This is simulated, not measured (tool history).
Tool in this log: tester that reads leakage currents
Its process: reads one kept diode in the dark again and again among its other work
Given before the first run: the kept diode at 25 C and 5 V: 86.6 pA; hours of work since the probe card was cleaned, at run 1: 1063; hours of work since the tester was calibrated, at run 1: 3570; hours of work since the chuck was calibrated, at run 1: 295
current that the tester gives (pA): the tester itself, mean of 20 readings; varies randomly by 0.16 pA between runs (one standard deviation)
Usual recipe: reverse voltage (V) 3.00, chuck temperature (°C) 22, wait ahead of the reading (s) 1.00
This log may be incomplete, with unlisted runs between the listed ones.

run,hour,reverse voltage (V),chuck temperature (°C),wait ahead of the reading (s),hours of work since the probe card was cleaned,hours of work since the tester was calibrated,hours of work since the chuck was calibrated,current that the tester gives (pA)
1,0.0,3.00,22,1.00,1063,3570,295,50.50
2,112.6,3.00,22,1.00,1121,3628,354,50.64
3,203.4,3.00,22,1.00,1169,3676,401,50.62
4,353.6,3.00,22,1.00,1247,3754,480,50.55
5,455.7,3.00,22,1.00,1301,3808,533,51.05
6,582.1,7.61,33,0.44,1367,3874,599,216.89
7,750.2,7.61,33,0.44,1454,3961,687,216.23
8,884.6,2.50,47,1.12,1525,4032,757,370.97

Expected results for the next run?
# hour 901.5: chuck's temperature calibrated
9,1001.5,18.03,40,1.12,1585,4092,52,?

current that the tester gives (pA): 609.74
Take away the tool's hidden state, keep the run-to-run variation as it was, and the same run would have given current that the tester gives (pA) 609.54.
